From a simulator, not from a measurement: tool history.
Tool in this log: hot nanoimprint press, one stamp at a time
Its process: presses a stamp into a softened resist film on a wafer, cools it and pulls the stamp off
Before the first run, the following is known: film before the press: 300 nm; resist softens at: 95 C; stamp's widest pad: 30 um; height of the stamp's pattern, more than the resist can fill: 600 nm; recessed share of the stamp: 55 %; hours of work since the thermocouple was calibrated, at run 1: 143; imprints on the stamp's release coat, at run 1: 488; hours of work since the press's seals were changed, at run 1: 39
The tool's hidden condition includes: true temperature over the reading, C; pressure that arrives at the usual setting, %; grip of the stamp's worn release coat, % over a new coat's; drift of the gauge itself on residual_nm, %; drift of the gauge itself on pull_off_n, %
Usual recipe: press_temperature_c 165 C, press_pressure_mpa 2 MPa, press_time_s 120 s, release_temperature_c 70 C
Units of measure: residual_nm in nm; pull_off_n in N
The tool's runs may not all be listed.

| run | hour | press_temperature_c | press_pressure_mpa | press_time_s | release_temperature_c | hours of work since the thermocouple was calibrated | imprints on the stamp's release coat | hours of work since the press's seals were changed | residual_nm | pull_off_n |
|---|---|---|---|---|---|---|---|---|---|---|
| 1 | 0 | 165 | 2 | 120 | 70 | 143 | 488 | 39 | 180.3 | 270 |
| 2 | 12.4 | 165 | 2 | 120 | 70 | 150 | 535 | 46 | 181.1 | 253 |
| 3 | 31.6 | 165 | 2 | 120 | 70 | 160 | 607 | 57 | 180.7 | 266 |
| 4 | 43.7 | 165 | 2 | 120 | 70 | 167 | 653 | 63 | 180.9 | 274 |
| 5 | 63.2 | 165 | 2 | 120 | 70 | 178 | 726 | 74 | 181.1 | 281 |
| 6 | 81.6 | 165 | 2 | 120 | 70 | 188 | 796 | 85 | 181.8 | 286 |
| 7 | 99.1 | 165 | 2 | 124 | 70 | 198 | 862 | 94 | 178.8 | 283 |
| 8 | 112.5 | 165 | 2 | 120 | 70 | 205 | 912 | 102 | 181 | 296 |
| 9 | 123.2 | 163 | 2 | 120 | 70 | 211 | 952 | 108 | 192.9 | 294 |
|  | 144 | stamp cleaned and given a new release coat |
| 10 | 144 | 163 | 2 | 120 | 70 | 220 | 0 | 116 | 193.6 | 217 |
|  | 148.3 | plate thermocouple calibrated |
| 11 | 169.2 | 165 | 2 | 120 | 70 | 12 | 84 | 128 | 181.8 | 216 |
| 12 | 182.5 | 165 | 2 | 120 | 70 | 19 | 134 | 136 | 181.8 | 227 |
|  | 193.5 | plate thermocouple calibrated, once more |
| 13 | 195.2 | 165 | 2 | 120 | 61 | 1 | 171 | 141 | 180.2 | 278 |
| 14 | 213.9 | 165 | 2 | 120 | 70 | 11 | 241 | 152 | 179.8 | 233 |
| 15 | 226.9 | 165 | 2 | 120 | 70 | 19 | 290 | 159 | 179 | 228 |
| 16 | 246.5 | 165 | 2 | 120 | 70 | 30 | 364 | 170 | 179.6 | 244 |
| 17 | 255.7 | 165 | 1.54 | 148 | 70 | 35 | 398 | 175 | 184.8 | 252 |
| 18 | 276.8 | 165 | 1.54 | 148 | 70 | 46 | 478 | 187 | 184.4 | 252 |
| 19 | 287.8 | 165 | 1.54 | 148 | 70 | 53 | 519 | 193 | 184.2 | 258 |
| 20 | 306.4 | 176 | 2.71 | 148 | 77 | 63 | 589 | 203 | 97.6 | 217 |
| 21 | 326.7 | 176 | 2.71 | 148 | 77 | 74 | 666 | 214 | 97.9 | 222 |
| 22 | 348 | 165 | 1.27 | 75 | 70 | 86 | 746 | 226 | 230.2 | 275 |
| 23 | 368.3 | 158 | 1.27 | 65 | 77 | 97 | 823 | 238 | 266.8 | 232 |
| 24 | 390.6 | 158 | 1.27 | 65 | 77 | 110 | 907 | 250 | 267.2 | 235 |
| 25 | 409 | 158 | 2.7 | 237 | 56 | 120 | 976 | 260 | 168.7 | 396 |
|  | 424.1 | stamp cleaned and given a new release coat |
| 26 | 434.9 | 166 | 2.04 | 120 | 70 | 131 | 41 | 271 | 174.2 | 223 |
| 27 | 444.3 | 155 | 1.27 | 118 | 70 | 136 | 76 | 277 | 260.2 | 214 |
| 28 | 461 | 173 | 2 | 206 | 70 | 146 | 139 | 286 | 111.1 | 216 |
| 29 | 474.9 | 173 | 2 | 62 | 66 | 153 | 192 | 294 | 175.6 | 254 |
| 30 | 493.1 | 155 | 2 | 219 | 76 | 164 | 260 | 304 | 213 | 207 |

4 options for the next run, each taken on its own from the tool as it stands now. Forecast them:
| A | 507.8 | 174 | 2 | 219 | 69 | 172 | 316 | 312 | ? | ? |
| B | 507.8 | 165 | 1.47 | 114 | 60 | 172 | 316 | 312 | ? | ? |
| C | 507.8 | 155 | 1.53 | 219 | 73 | 172 | 316 | 312 | ? | ? |
| D | 507.8 | 155 | 1.49 | 219 | 65 | 172 | 316 | 312 | ? | ? |

| run | residual_nm | pull_off_n |
|---|---|---|
| A | 103.8 | 243 |
| B | 203.8 | 295 |
| C | 226.3 | 218 |
| D | 227.5 | 266 |
With the hidden condition removed and each run's random variation left untouched, the same runs would have given:
| run | residual_nm | pull_off_n |
|---|---|---|
| A | 102.3 | 218 |
| B | 202.1 | 265 |
| C | 224.6 | 196 |
| D | 225.9 | 239 |

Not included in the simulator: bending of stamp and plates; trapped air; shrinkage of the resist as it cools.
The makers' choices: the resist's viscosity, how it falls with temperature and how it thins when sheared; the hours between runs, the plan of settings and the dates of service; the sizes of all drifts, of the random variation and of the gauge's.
